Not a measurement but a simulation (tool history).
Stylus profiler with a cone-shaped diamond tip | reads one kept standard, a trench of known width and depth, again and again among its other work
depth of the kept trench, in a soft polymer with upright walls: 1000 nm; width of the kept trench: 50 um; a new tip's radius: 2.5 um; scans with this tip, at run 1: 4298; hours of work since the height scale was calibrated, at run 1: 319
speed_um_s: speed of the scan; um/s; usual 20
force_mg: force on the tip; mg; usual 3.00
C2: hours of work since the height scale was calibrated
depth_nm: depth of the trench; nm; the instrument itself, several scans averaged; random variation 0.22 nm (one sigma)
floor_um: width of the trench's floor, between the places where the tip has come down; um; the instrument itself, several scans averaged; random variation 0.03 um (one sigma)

{"run": 1, "hour": 0.0, "speed_um_s": 20, "force_mg": 3.0, "scans with this tip": 4298, "C2": 319, "depth_nm": 1005.86, "floor_um": 45.77}
{"run": 2, "hour": 15.9, "speed_um_s": 20, "force_mg": 5.75, "scans with this tip": 4385, "C2": 325, "depth_nm": 1009.46, "floor_um": 45.77}
{"run": 3, "hour": 37.2, "speed_um_s": 20, "force_mg": 5.75, "scans with this tip": 4501, "C2": 334, "depth_nm": 1009.75, "floor_um": 45.75}
{"run": 4, "hour": 62.7, "speed_um_s": 20, "force_mg": 1.7, "scans with this tip": 4640, "C2": 344, "depth_nm": 1003.72, "floor_um": 45.7}
{"run": 5, "hour": 77.7, "speed_um_s": 20, "force_mg": 1.7, "scans with this tip": 4722, "C2": 350, "depth_nm": 1004.13, "floor_um": 45.72}
{"run": 6, "hour": 101.6, "speed_um_s": 20, "force_mg": 1.7, "scans with this tip": 4853, "C2": 360, "depth_nm": 1003.81, "floor_um": 45.65}
{"run": 7, "hour": 121.3, "speed_um_s": 20, "force_mg": 1.7, "scans with this tip": 4960, "C2": 368, "depth_nm": 1003.94, "floor_um": 45.66}
{"run": 8, "hour": 132.1, "speed_um_s": 20, "force_mg": 1.7, "scans with this tip": 5019, "C2": 372, "depth_nm": 1003.23, "floor_um": 45.66}
{"run": 9, "hour": 143.1, "speed_um_s": 20, "force_mg": 1.7, "scans with this tip": 5079, "C2": 377, "depth_nm": 1003.78, "floor_um": 45.67}
{"hour": 144.9, "done": "height scale calibrated on a step standard"}
{"run": 10, "hour": 160.9, "speed_um_s": 17, "force_mg": 3.0, "scans with this tip": 5173, "C2": 6, "depth_nm": 1005.72, "floor_um": 45.71}
{"run": 11, "hour": 174.8, "speed_um_s": 20, "force_mg": 3.65, "scans with this tip": 5249, "C2": 12, "depth_nm": 1006.65, "floor_um": 45.69}
{"run": 12, "hour": 195.2, "speed_um_s": 7, "force_mg": 3.0, "scans with this tip": 5360, "C2": 20, "depth_nm": 1006.27, "floor_um": 45.64}
{"run": 13, "hour": 219.7, "speed_um_s": 7, "force_mg": 3.0, "scans with this tip": 5494, "C2": 30, "depth_nm": 1005.72, "floor_um": 45.68}
{"run": 14, "hour": 240.9, "speed_um_s": 7, "force_mg": 3.0, "scans with this tip": 5610, "C2": 39, "depth_nm": 1005.3, "floor_um": 45.64}
{"hour": 253.8, "done": "height scale calibrated on a step standard, once more"}
{"run": 15, "hour": 265.0, "speed_um_s": 29, "force_mg": 1.83, "scans with this tip": 5738, "C2": 5, "depth_nm": 1005.39, "floor_um": 45.62}
{"run": 16, "hour": 281.3, "speed_um_s": 29, "force_mg": 1.83, "scans with this tip": 5827, "C2": 11, "depth_nm": 1005.42, "floor_um": 45.61}
{"run": 17, "hour": 296.2, "speed_um_s": 55, "force_mg": 5.35, "scans with this tip": 5909, "C2": 17, "depth_nm": 1010.82, "floor_um": 45.6}
{"run": 18, "hour": 310.5, "speed_um_s": 55, "force_mg": 5.35, "scans with this tip": 5986, "C2": 23, "depth_nm": 1010.44, "floor_um": 45.55}
{"run": 19, "hour": 323.7, "speed_um_s": 58, "force_mg": 2.87, "scans with this tip": 6059, "C2": 28, "depth_nm": 1007.5, "floor_um": 45.6}
{"run": 20, "hour": 338.0, "speed_um_s": 41, "force_mg": 1.79, "scans with this tip": 6136, "C2": 34, "depth_nm": 1005.58, "floor_um": 45.56}
{"run": 21, "hour": 354.1, "speed_um_s": 12, "force_mg": 1.13, "scans with this tip": 6224, "C2": 41, "depth_nm": 1003.81, "floor_um": 45.52}
{"run": 22, "hour": 377.9, "speed_um_s": 12, "force_mg": 1.13, "scans with this tip": 6354, "C2": 50, "depth_nm": 1004.09, "floor_um": 45.57}
{"run": 23, "hour": 393.9, "speed_um_s": 51, "force_mg": 3.07, "scans with this tip": 6442, "C2": 57, "depth_nm": 1007.36, "floor_um": 45.5}
{"run": 24, "hour": 404.9, "speed_um_s": 36, "force_mg": 3.07, "scans with this tip": 6501, "C2": 61, "depth_nm": 1007.24, "floor_um": 45.54}
{"run": 25, "hour": 426.3, "speed_um_s": 7, "force_mg": 1.23, "scans with this tip": 6618, "C2": 70, "depth_nm": 1004.37, "floor_um": 45.58}
{"run": 26, "hour": 444.0, "speed_um_s": 8, "force_mg": 4.54, "scans with this tip": 6715, "C2": 77, "depth_nm": 1009.6, "floor_um": 45.61}
{"run": 27, "hour": 455.4, "speed_um_s": 48, "force_mg": 1.24, "scans with this tip": 6777, "C2": 82, "depth_nm": 1003.82, "floor_um": 45.47}

Forecast each of these 4 alternatives for the next run:
{"run": "A", "hour": 474.6, "speed_um_s": 41, "force_mg": 3.0, "scans with this tip": 6882, "C2": 89, "depth_nm": "?", "floor_um": "?"}
{"run": "B", "hour": 474.6, "speed_um_s": 80, "force_mg": 3.82, "scans with this tip": 6882, "C2": 89, "depth_nm": "?", "floor_um": "?"}
{"run": "C", "hour": 474.6, "speed_um_s": 49, "force_mg": 2.15, "scans with this tip": 6882, "C2": 89, "depth_nm": "?", "floor_um": "?"}
{"run": "D", "hour": 474.6, "speed_um_s": 15, "force_mg": 1.13, "scans with this tip": 6882, "C2": 89, "depth_nm": "?", "floor_um": "?"}

run=A depth_nm=1007.55 floor_um=45.54
run=B depth_nm=1008.48 floor_um=45.52
run=C depth_nm=1005.85 floor_um=45.45
run=D depth_nm=1003.76 floor_um=45.56
Without the tool's hidden state the same runs would have given:
run=A depth_nm=1007.16 floor_um=45.92
run=B depth_nm=1008.08 floor_um=45.91
run=C depth_nm=1005.46 floor_um=45.84
run=D depth_nm=1003.37 floor_um=45.95

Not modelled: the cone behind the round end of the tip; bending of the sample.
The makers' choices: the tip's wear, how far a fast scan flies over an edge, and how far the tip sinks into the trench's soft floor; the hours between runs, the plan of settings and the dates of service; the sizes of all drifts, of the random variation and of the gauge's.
